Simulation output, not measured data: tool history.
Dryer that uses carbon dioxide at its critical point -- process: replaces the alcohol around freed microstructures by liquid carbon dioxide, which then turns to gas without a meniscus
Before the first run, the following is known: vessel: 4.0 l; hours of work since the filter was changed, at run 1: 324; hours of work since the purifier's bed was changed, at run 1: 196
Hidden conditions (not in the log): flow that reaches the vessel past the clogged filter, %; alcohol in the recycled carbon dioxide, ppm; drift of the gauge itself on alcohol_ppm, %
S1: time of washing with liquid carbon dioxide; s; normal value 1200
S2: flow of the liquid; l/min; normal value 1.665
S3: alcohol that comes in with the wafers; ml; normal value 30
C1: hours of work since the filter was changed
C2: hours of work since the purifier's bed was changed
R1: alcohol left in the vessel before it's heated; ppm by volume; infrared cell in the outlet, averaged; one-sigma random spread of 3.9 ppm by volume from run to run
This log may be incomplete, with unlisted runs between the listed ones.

run	hour	S1	S2	S3	C1	C2	R1
1	0	1200	1.665	30	324	196	34
# hour 9.7: inlet filter changed
2	12	1860	1.665	30	1	201	15
3	19.8	1200	1.665	30	4	204	30
4	31.7	1200	1.665	30	10	210	22
5	37.8	1200	1.665	73	12	212	42
6	46.2	1200	1.665	73	16	216	41
7	56.9	1200	1.665	30	21	221	25
8	69	1200	1.665	30	26	226	19
9	81.5	1200	1.665	30	31	231	27
10	94.6	1200	1.665	30	37	237	28
11	101.8	1200	1.665	30	40	240	33
12	108.7	1200	1.665	30	43	243	28
13	117	1440	2.69	30	47	247	23
14	129.4	1440	2.69	30	52	252	22
15	137.9	1860	1.74	41	56	256	19
16	151.5	1860	1.74	41	62	262	15
17	161	1200	1.665	27	66	266	29
18	169.4	1500	2.22	62	69	269	20

What does the tool deliver on the next run?
19	182.1	1200	1.55	50	75	275	?

Run 19 yielded R1 45 ppm by volume.
Were there no unlogged condition in the tool, this run, its random variation unchanged, would have produced R1 27 ppm by volume.
